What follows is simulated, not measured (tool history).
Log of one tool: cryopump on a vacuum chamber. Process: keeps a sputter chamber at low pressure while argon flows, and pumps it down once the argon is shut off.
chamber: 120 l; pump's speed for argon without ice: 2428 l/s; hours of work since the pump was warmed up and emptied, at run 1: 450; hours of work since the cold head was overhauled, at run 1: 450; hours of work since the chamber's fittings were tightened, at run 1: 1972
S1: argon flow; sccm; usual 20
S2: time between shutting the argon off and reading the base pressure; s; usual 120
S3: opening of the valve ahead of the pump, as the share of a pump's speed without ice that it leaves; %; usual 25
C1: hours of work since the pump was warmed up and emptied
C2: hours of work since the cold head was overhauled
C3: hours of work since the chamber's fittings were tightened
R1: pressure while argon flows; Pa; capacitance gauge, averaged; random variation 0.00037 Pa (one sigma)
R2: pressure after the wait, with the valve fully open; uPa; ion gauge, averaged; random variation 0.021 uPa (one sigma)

Run 1, day 0: usual settings; C1 450; C2 450; C3 1972. Result: R1 0.06 Pa, R2 2.32 uPa.
Run 2, day 1.296: usual settings; C1 475; C2 475; C3 1997. Result: R1 0.06 Pa, R2 2.42 uPa.
At day 1.838: pump warmed up, emptied and cooled again.
Run 3, day 3.508: usual settings; C1 33; C2 514; C3 2036. Result: R1 0.056 Pa, R2 1.96 uPa.
Run 4, day 4.992: usual settings; C1 61; C2 543; C3 2065. Result: R1 0.0567 Pa, R2 2.01 uPa.
Run 5, day 6.954: usual settings; C1 100; C2 582; C3 2103. Result: R1 0.0569 Pa, R2 2.1 uPa.
Run 6, day 9.088: usual settings; C1 141; C2 623; C3 2145. Result: R1 0.0569 Pa, R2 2.25 uPa.
Run 7, day 11.238: usual settings but S2 83 s; C1 183; C2 665; C3 2186. Result: R1 0.0576 Pa, R2 2.37 uPa.
Run 8, day 12.758: usual settings but S2 83 s; C1 213; C2 695; C3 2216. Result: R1 0.0577 Pa, R2 2.45 uPa.
Run 9, day 14.725: usual settings but S2 83 s; C1 251; C2 733; C3 2254. Result: R1 0.058 Pa, R2 2.44 uPa.
Run 10, day 16.558: usual settings but S2 83 s; C1 287; C2 769; C3 2290. Result: R1 0.0583 Pa, R2 2.57 uPa.
At day 17.042: leaking fittings of the chamber tightened, without venting.
Run 11, day 17.621: usual settings but S1 15 sccm; C1 306; C2 788; C3 11. Result: R1 0.0434 Pa, R2 0.56 uPa.
Run 12, day 19.129: usual settings; C1 335; C2 817; C3 41. Result: R1 0.0587 Pa, R2 0.54 uPa.
Run 13, day 20.288: usual settings but S3 17 %; C1 358; C2 839; C3 63. Result: R1 0.0859 Pa, R2 0.57 uPa.
Run 14, day 21.779: usual settings but S3 17 %; C1 387; C2 869; C3 92. Result: R1 0.086 Pa, R2 0.6 uPa.
Run 15, day 23.296: usual settings but S3 17 %; C1 416; C2 898; C3 122. Result: R1 0.0862 Pa, R2 0.65 uPa.
Run 16, day 25.108: usual settings but S3 17 %; C1 451; C2 933; C3 157. Result: R1 0.087 Pa, R2 0.66 uPa.
Run 17, day 26.471: usual settings but S2 263 s, S3 17 %; C1 478; C2 960; C3 184. Result: R1 0.0863 Pa, R2 0.52 uPa.
At day 26.979: pump warmed up, emptied and cooled again.
Run 18, day 28.083: usual settings but S2 263 s, S3 17 %; C1 22; C2 987; C3 211. Result: R1 0.0829 Pa, R2 0.47 uPa.
Run 19, day 29.138: usual settings but S2 263 s, S3 17 %; C1 42; C2 1008; C3 231. Result: R1 0.0825 Pa, R2 0.52 uPa.
Run 20, day 30.8: usual settings but S2 263 s, S3 17 %; C1 74; C2 1040; C3 264. Result: R1 0.082 Pa, R2 0.5 uPa.
Run 21, day 32.017: usual settings but S2 134 s, S3 19 %; C1 98; C2 1064; C3 287. Result: R1 0.074 Pa, R2 0.66 uPa.
Run 22, day 33.912: usual settings but S3 28 %; C1 135; C2 1101; C3 324. Result: R1 0.0515 Pa, R2 0.75 uPa.
Run 23, day 35.062: usual settings but S1 9 sccm, S2 46 s, S3 22 %; C1 157; C2 1123; C3 347. Result: R1 0.0298 Pa, R2 1.38 uPa.
Run 24, day 37.158: usual settings but S1 9 sccm, S2 46 s; C1 198; C2 1164; C3 388. Result: R1 0.0259 Pa, R2 1.44 uPa.
Run 25, day 38.188: usual settings but S1 9 sccm, S2 44 s, S3 34 %; C1 218; C2 1184; C3 408. Result: R1 0.0192 Pa, R2 1.49 uPa.
Run 26, day 40.146: usual settings but S1 8 sccm, S3 43 %; C1 256; C2 1222; C3 446. Result: R1 0.0135 Pa, R2 0.91 uPa.
Run 27, day 42.196: usual settings but S1 9 sccm; C1 296; C2 1262; C3 486. Result: R1 0.0268 Pa, R2 0.94 uPa.
Run 28, day 43.367: usual settings but S1 10 sccm; C1 319; C2 1285; C3 508. Result: R1 0.0298 Pa, R2 0.94 uPa.
Run 29, day 44.625: usual settings but S1 10 sccm; C1 343; C2 1309; C3 533. Result: R1 0.0303 Pa, R2 0.99 uPa.
Run 30, day 45.854: usual settings but S1 21 sccm, S2 248 s, S3 21 %; C1 367; C2 1333; C3 557. Result: R1 0.0739 Pa, R2 0.88 uPa.
Run 31, day 47.354: usual settings but S1 21 sccm, S2 248 s, S3 15 %; C1 397; C2 1362; C3 586. Result: R1 0.1022 Pa, R2 0.89 uPa.

Forecast each of these 5 alternatives for the next run:
Run A, day 49.167: usual settings but S3 30 %; C1 432; C2 1397; C3 621. Result: R1 ?, R2 ?.
Run B, day 49.167: usual settings but S1 11 sccm, S2 35 s, S3 35 %; C1 432; C2 1397; C3 621. Result: R1 ?, R2 ?.
Run C, day 49.167: usual settings but S2 41 s; C1 432; C2 1397; C3 621. Result: R1 ?, R2 ?.
Run D, day 49.167: usual settings but S2 28 s, S3 30 %; C1 432; C2 1397; C3 621. Result: R1 ?, R2 ?.
Run E, day 49.167: usual settings but S1 22 sccm, S2 33 s, S3 17 %; C1 432; C2 1397; C3 621. Result: R1 ?, R2 ?.

run      R1    R2
  A    0.05  1.11
  B  0.0249  2.01
  C  0.0602  1.77
  D  0.0508  2.31
  E  0.0945  2.01
Without the tool's hidden state the same runs would have given:
run      R1    R2
  A  0.0453  0.49
  B  0.0223  1.38
  C  0.0554  1.16
  D  0.0461  1.68
  E  0.0894  1.39
